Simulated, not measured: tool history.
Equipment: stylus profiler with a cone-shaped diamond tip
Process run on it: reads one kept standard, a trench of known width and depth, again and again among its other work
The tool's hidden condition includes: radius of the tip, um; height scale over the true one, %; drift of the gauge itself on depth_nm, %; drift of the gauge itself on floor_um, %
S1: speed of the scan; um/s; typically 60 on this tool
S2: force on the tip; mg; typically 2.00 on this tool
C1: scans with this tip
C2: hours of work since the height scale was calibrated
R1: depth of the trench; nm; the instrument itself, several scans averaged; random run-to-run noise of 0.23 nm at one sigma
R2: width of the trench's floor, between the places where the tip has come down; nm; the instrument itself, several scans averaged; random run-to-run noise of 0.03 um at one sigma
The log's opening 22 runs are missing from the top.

Run 23, hour 2067.6: usual settings but S1 25 um/s, S2 1.29 mg; C1 12678; C2 233. Result: R1 1008.90 nm, R2 25570 nm.
Run 24, hour 2145.2: usual settings but S1 25 um/s, S2 1.29 mg; C1 13196; C2 270. Result: R1 1009.19 nm, R2 25570 nm.
Run 25, hour 2252.9: usual settings but S1 212 um/s, S2 1.71 mg; C1 13915; C2 321. Result: R1 1011.36 nm, R2 24810 nm.
Run 26, hour 2359.8: usual settings but S1 19 um/s; C1 14629; C2 371. Result: R1 1012.36 nm, R2 25450 nm.
Run 27, hour 2443.3: usual settings but S1 32 um/s, S2 1.26 mg; C1 15187; C2 410. Result: R1 1009.83 nm, R2 25320 nm.
Run 28, hour 2552.1: usual settings but S1 175 um/s, S2 1.45 mg; C1 15914; C2 462. Result: R1 1011.09 nm, R2 24720 nm.
Run 29, hour 2658.9: usual settings but S2 3.86 mg; C1 16627; C2 512. Result: R1 1019.58 nm, R2 25260 nm.
Run 30, hour 2792.6: usual settings but S2 0.73 mg; C1 17520; C2 575. Result: R1 1008.39 nm, R2 25060 nm.
Run 31, hour 2873.3: usual settings but S1 139 um/s, S2 1.38 mg; C1 18059; C2 613. Result: R1 1011.29 nm, R2 24740 nm.
At hour 2929.9: new tip fitted, height scale calibrated.
Run 32, hour 2977.4: usual settings but S1 51 um/s, S2 0.83 mg; C1 317; C2 22. Result: R1 1006.18 nm, R2 26260 nm.
Run 33, hour 3048.9: usual settings but S1 51 um/s, S2 0.83 mg; C1 795; C2 56. Result: R1 1006.46 nm, R2 26210 nm.
Run 34, hour 3128.1: usual settings but S1 100 um/s, S2 3.57 mg; C1 1323; C2 93. Result: R1 1016.21 nm, R2 26210 nm.
Run 35, hour 3198.1: usual settings but S1 70 um/s, S2 3.36 mg; C1 1791; C2 126. Result: R1 1016.17 nm, R2 26280 nm.
Run 36, hour 3282.0: usual settings but S1 70 um/s, S2 3.36 mg; C1 2351; C2 166. Result: R1 1016.20 nm, R2 26170 nm.
Run 37, hour 3414.5: usual settings but S1 127 um/s, S2 3.37 mg; C1 3236; C2 228. Result: R1 1016.29 nm, R2 26000 nm.
Run 38, hour 3546.3: usual settings but S2 2.71 mg; C1 4117; C2 290. Result: R1 1015.33 nm, R2 26120 nm.
Run 39, hour 3636.9: usual settings but S2 3.65 mg; C1 4722; C2 333. Result: R1 1017.93 nm, R2 26110 nm.
Run 40, hour 3768.8: usual settings but S1 32 um/s, S2 2.48 mg; C1 5602; C2 395. Result: R1 1014.42 nm, R2 26100 nm.
Run 41, hour 3825.7: usual settings but S1 41 um/s, S2 1.09 mg; C1 5983; C2 422. Result: R1 1009.44 nm, R2 25940 nm.
Run 42, hour 3936.9: usual settings but S1 140 um/s, S2 3.84 mg; C1 6726; C2 474. Result: R1 1019.38 nm, R2 25720 nm.
Run 43, hour 4060.3: usual settings but S1 140 um/s, S2 3.84 mg; C1 7550; C2 532. Result: R1 1019.52 nm, R2 25670 nm.
Run 44, hour 4182.9: usual settings but S1 27 um/s, S2 1.47 mg; C1 8368; C2 590. Result: R1 1011.47 nm, R2 25840 nm.

Branching from run 44: 4 alternative next runs. What would each branch give?
Run A, hour 4253.0: usual settings but S1 27 um/s, S2 5.22 mg; C1 8837; C2 623. Result: R1 ?, R2 ?.
Run B, hour 4253.0: usual settings but S1 231 um/s, S2 5.74 mg; C1 8837; C2 623. Result: R1 ?, R2 ?.
Run C, hour 4253.0: usual settings but S1 19 um/s, S2 4.69 mg; C1 8837; C2 623. Result: R1 ?, R2 ?.
Run D, hour 4253.0: usual settings but S2 3.36 mg; C1 8837; C2 623. Result: R1 ?, R2 ?.

run       R1     R2
  A  1023.41  25890
  B  1024.78  25470
  C  1022.04  25890
  D  1018.20  25820
Had the tool no hidden state, the same runs would have come out as:
run       R1     R2
  A  1020.23  26480
  B  1021.59  26050
  C  1018.87  26470
  D  1015.03  26400
